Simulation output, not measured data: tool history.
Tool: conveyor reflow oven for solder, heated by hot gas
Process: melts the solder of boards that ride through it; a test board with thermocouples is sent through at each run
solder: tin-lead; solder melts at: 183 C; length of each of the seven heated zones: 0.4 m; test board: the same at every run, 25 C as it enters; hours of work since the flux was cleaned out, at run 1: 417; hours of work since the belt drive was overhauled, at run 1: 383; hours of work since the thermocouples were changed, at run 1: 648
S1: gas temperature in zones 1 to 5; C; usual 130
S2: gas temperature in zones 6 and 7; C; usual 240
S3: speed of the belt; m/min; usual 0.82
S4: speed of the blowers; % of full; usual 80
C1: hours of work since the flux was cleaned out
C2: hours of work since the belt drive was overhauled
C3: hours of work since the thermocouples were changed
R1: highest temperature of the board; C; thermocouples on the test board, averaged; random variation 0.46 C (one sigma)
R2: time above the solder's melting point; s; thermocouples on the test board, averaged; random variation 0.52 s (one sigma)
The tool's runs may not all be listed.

run   hour   S1   S2     S3  S4   C1   C2   C3     R1    R2
  1      0  130  240   0.82  80  417  383  648  215.3  39.7
       5.6  -- flux residue cleaned out of gas plates and filters
  2   12.9  130  240   0.82  80    5  389  653  221.3  43.3
  3   21.2  130  240   0.82  80   12  395  660  220.9  44.8
  4   33.8  130  240   0.82  80   21  404  669  220.7  43.6
  5   46.5  130  240   0.82  80   30  414  678  219.9  43.9
  6   59.4  130  240  0.816  80   40  423  688  219.7  43.8
  7   69.1  130  240  0.816  80   47  431  695  220.4  43.6
  8   79.6  130  240  0.816  80   55  438  703  220.4  43.8
  9   90.9  130  240   0.82  80   63  447  711  219.9  44.1
 10   96.7  130  240   0.82  80   68  451  716    220  43.1
 11  104.5  130  240   0.82  80   73  457  721    219  43.3
 12  112.7  130  234   0.82  80   79  463  727  214.7  40.8
 13  121.4  130  234   0.82  80   86  469  734  214.2  39.3
 14  127.1  130  240   0.82  80   90  474  738  218.9  43.1
 15  136.8  130  245   0.82  80   97  481  745    224  45.2
 16  144.3  135  250   0.82  52  103  486  751  214.8  39.5
 17  154.4  130  240  0.812  60  110  494  758  211.3  36.3
 18  166.3  130  240   0.82  83  119  503  767  219.6  43.2
 19  172.8  134  248  0.857  55  124  508  772  213.6    37
 20    179  134  248  0.857  55  129  512  777  212.9    37
 21  187.9  116  241  0.751  83  135  519  783  220.6  45.8
 22  198.5  142  240   0.82  57  143  527  791  212.9    40
 23  208.5  132  240   0.82  61  151  534  798    211  37.2
 24  219.2  130  253   0.82  55  158  542  806  217.4  40.7
 25  229.3  129  251  0.923  55  166  549  814  209.7  29.6
 26  238.8  143  252  0.974  57  173  557  821  213.1    34
 27  244.1  130  247  0.666  80  177  560  825  231.1  60.5
 28  250.3  130  240   0.93  57  182  565  829  202.9  23.6
 29  260.8  130  240   0.93  57  189  573  837  202.2  24.2
 30    271  138  240   0.82  80  197  580  845  219.1  44.9

The same runs without the tool's hidden state, with the same run-to-run variation:
The hidden state here: heat that the gas passes to the board, % of a clean oven's; belt's true speed, % of the reading; true gas temperature in zones 6 and 7 over the reading, C; drift of the gauge itself on peak_c, C; drift of the gauge itself on liquid_s, %.
run     R1    R2
  1  222.6  44.3
  2  223.1  43.9
  3  222.8  45.5
  4  222.7  44.4
  5  222.1  44.8
  6    222  44.8
  7  222.8  44.6
  8  222.9  44.9
  9  222.6  45.3
 10  222.7  44.3
 11  221.8  44.6
 12  217.5  42.4
 13  217.1  40.9
 14    222  44.5
 15  227.2  46.5
 16  217.5  41.1
 17  214.3  38.3
 18    223  44.8
 19  216.7  38.9
 20  216.1    39
 21  224.4  47.8
 22  216.1  42.1
 23  214.5  39.6
 24  221.1  42.8
 25  213.5  32.1
 26  216.9  36.2
 27  235.2    62
 28  206.8  26.8
 29  206.2  27.4
 30  223.5    47
